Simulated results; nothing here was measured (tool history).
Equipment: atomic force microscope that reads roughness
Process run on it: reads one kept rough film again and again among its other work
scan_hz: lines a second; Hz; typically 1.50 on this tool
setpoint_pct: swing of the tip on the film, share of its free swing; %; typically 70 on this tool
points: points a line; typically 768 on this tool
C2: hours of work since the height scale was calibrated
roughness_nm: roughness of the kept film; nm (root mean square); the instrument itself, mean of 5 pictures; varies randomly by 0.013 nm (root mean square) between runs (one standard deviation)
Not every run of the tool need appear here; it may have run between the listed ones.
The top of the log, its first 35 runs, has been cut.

{"run": 36, "hour": 1330.4, "scan_hz": 1.74, "setpoint_pct": 69, "points": 468, "pictures with this tip": 273, "C2": 1253, "roughness_nm": 2.849}
{"run": 37, "hour": 1373.7, "scan_hz": 1.74, "setpoint_pct": 83, "points": 468, "pictures with this tip": 335, "C2": 1273, "roughness_nm": 2.626}
{"run": 38, "hour": 1411.2, "scan_hz": 1.5, "setpoint_pct": 70, "points": 729, "pictures with this tip": 390, "C2": 1290, "roughness_nm": 2.806}
{"hour": 1417.7, "done": "new tip fitted"}
{"run": 39, "hour": 1450.9, "scan_hz": 1.5, "setpoint_pct": 70, "points": 729, "pictures with this tip": 48, "C2": 1309, "roughness_nm": 2.916}
{"run": 40, "hour": 1478.5, "scan_hz": 1.5, "setpoint_pct": 70, "points": 729, "pictures with this tip": 88, "C2": 1322, "roughness_nm": 2.915}
{"run": 41, "hour": 1529.5, "scan_hz": 1.5, "setpoint_pct": 60, "points": 756, "pictures with this tip": 162, "C2": 1345, "roughness_nm": 2.956}
{"run": 42, "hour": 1569.5, "scan_hz": 0.68, "setpoint_pct": 72, "points": 946, "pictures with this tip": 220, "C2": 1364, "roughness_nm": 2.938}
{"run": 43, "hour": 1603.7, "scan_hz": 0.68, "setpoint_pct": 72, "points": 946, "pictures with this tip": 270, "C2": 1380, "roughness_nm": 2.94}
{"run": 44, "hour": 1651.9, "scan_hz": 1.6, "setpoint_pct": 64, "points": 442, "pictures with this tip": 339, "C2": 1402, "roughness_nm": 2.855}
{"hour": 1693.5, "done": "new tip fitted"}
{"run": 45, "hour": 1693.9, "scan_hz": 3.39, "setpoint_pct": 80, "points": 768, "pictures with this tip": 1, "C2": 1422, "roughness_nm": 2.556}
{"run": 46, "hour": 1734.2, "scan_hz": 3.51, "setpoint_pct": 90, "points": 768, "pictures with this tip": 59, "C2": 1441, "roughness_nm": 2.269}
{"run": 47, "hour": 1766.5, "scan_hz": 1.41, "setpoint_pct": 88, "points": 768, "pictures with this tip": 106, "C2": 1456, "roughness_nm": 2.722}
{"run": 48, "hour": 1815.4, "scan_hz": 1.41, "setpoint_pct": 88, "points": 768, "pictures with this tip": 177, "C2": 1478, "roughness_nm": 2.675}
{"run": 49, "hour": 1864.2, "scan_hz": 2.01, "setpoint_pct": 87, "points": 667, "pictures with this tip": 248, "C2": 1501, "roughness_nm": 2.53}
{"run": 50, "hour": 1899.5, "scan_hz": 0.56, "setpoint_pct": 75, "points": 478, "pictures with this tip": 299, "C2": 1518, "roughness_nm": 2.907}
{"run": 51, "hour": 1926.3, "scan_hz": 3.19, "setpoint_pct": 62, "points": 557, "pictures with this tip": 338, "C2": 1530, "roughness_nm": 2.762}
{"run": 52, "hour": 1953.6, "scan_hz": 2.02, "setpoint_pct": 69, "points": 325, "pictures with this tip": 377, "C2": 1543, "roughness_nm": 2.743}

Alternative continuations, all from the tool just after run 52; predict every row:
{"hour": 1967.1, "done": "new tip fitted"}
{"run": "A", "hour": 1985.8, "scan_hz": 0.73, "setpoint_pct": 70, "points": 795, "pictures with this tip": 27, "C2": 1558, "roughness_nm": "?"}
{"hour": 1967.1, "done": "new tip fitted"}
{"run": "B", "hour": 1985.8, "scan_hz": 1.38, "setpoint_pct": 64, "points": 325, "pictures with this tip": 27, "C2": 1558, "roughness_nm": "?"}
{"hour": 1967.1, "done": "new tip fitted"}
{"run": "C", "hour": 1985.8, "scan_hz": 1.79, "setpoint_pct": 68, "points": 397, "pictures with this tip": 27, "C2": 1558, "roughness_nm": "?"}
{"hour": 1967.1, "done": "new tip fitted"}
{"run": "D", "hour": 1985.8, "scan_hz": 3.62, "setpoint_pct": 68, "points": 325, "pictures with this tip": 27, "C2": 1558, "roughness_nm": "?"}

run=A roughness_nm=3.044
run=B roughness_nm=2.985
run=C roughness_nm=2.936
run=D roughness_nm=2.760
What these runs would have given with no unlogged condition in the tool:
run=A roughness_nm=3.112
run=B roughness_nm=3.051
run=C roughness_nm=3.001
run=D roughness_nm=2.821
